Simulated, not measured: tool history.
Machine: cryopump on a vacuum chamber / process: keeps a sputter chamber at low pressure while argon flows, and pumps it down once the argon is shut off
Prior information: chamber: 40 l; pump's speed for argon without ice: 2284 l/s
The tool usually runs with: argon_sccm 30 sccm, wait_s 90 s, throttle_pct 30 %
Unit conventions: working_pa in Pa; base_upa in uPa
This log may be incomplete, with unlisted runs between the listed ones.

| run | hour | argon_sccm | wait_s | throttle_pct | working_pa | base_upa |
|---|---|---|---|---|---|---|
| 1 | 0.0 | 30 | 90 | 30 | 0.0822 | 2.46 |
| 2 | 40.5 | 30 | 90 | 30 | 0.0824 | 2.50 |
| 3 | 79.0 | 30 | 90 | 30 | 0.0822 | 2.44 |
| 4 | 102.2 | 30 | 32 | 30 | 0.0823 | 3.44 |
| 5 | 140.9 | 30 | 32 | 30 | 0.0821 | 3.53 |
| 6 | 179.6 | 30 | 154 | 30 | 0.0823 | 2.34 |
| 7 | 204.4 | 30 | 136 | 30 | 0.0837 | 2.37 |
| 8 | 233.6 | 38 | 90 | 30 | 0.1043 | 2.66 |
| 9 | 261.2 | 38 | 90 | 30 | 0.1063 | 2.73 |
|  | 290.5 | leaking fittings of the chamber tightened, without venting |
| 10 | 298.0 | 30 | 52 | 30 | 0.0834 | 1.14 |
| 11 | 336.5 | 32 | 94 | 28 | 0.0945 | 0.67 |
| 12 | 378.7 | 43 | 182 | 44 | 0.0868 | 0.48 |
| 13 | 405.1 | 25 | 90 | 20 | 0.0992 | 0.78 |
| 14 | 428.6 | 25 | 90 | 20 | 0.1011 | 0.83 |
| 15 | 465.6 | 42 | 90 | 44 | 0.0852 | 0.83 |
| 16 | 504.4 | 42 | 90 | 44 | 0.0856 | 0.86 |
|  | 511.1 | pump warmed up, emptied and cooled again |
| 17 | 548.7 | 42 | 90 | 44 | 0.0717 | 0.80 |
| 18 | 569.6 | 42 | 62 | 51 | 0.0624 | 0.96 |

Alternative continuations, all from the tool just after run 18; predict every row:
| A | 598.3 | 42 | 53 | 51 | ? | ? |
| B | 598.3 | 42 | 28 | 51 | ? | ? |
| C | 598.3 | 26 | 90 | 52 | ? | ? |
| D | 598.3 | 42 | 62 | 40 | ? | ? |
| E | 598.3 | 15 | 90 | 21 | ? | ? |

| run | working_pa | base_upa |
|---|---|---|
| A | 0.0613 | 1.19 |
| B | 0.0615 | 1.97 |
| C | 0.0381 | 0.79 |
| D | 0.0788 | 1.04 |
| E | 0.0526 | 0.75 |
With no hidden state in the tool, these same runs would have given:
| run | working_pa | base_upa |
|---|---|---|
| A | 0.0603 | 1.08 |
| B | 0.0606 | 1.87 |
| C | 0.0375 | 0.68 |
| D | 0.0778 | 0.94 |
| E | 0.0522 | 0.65 |
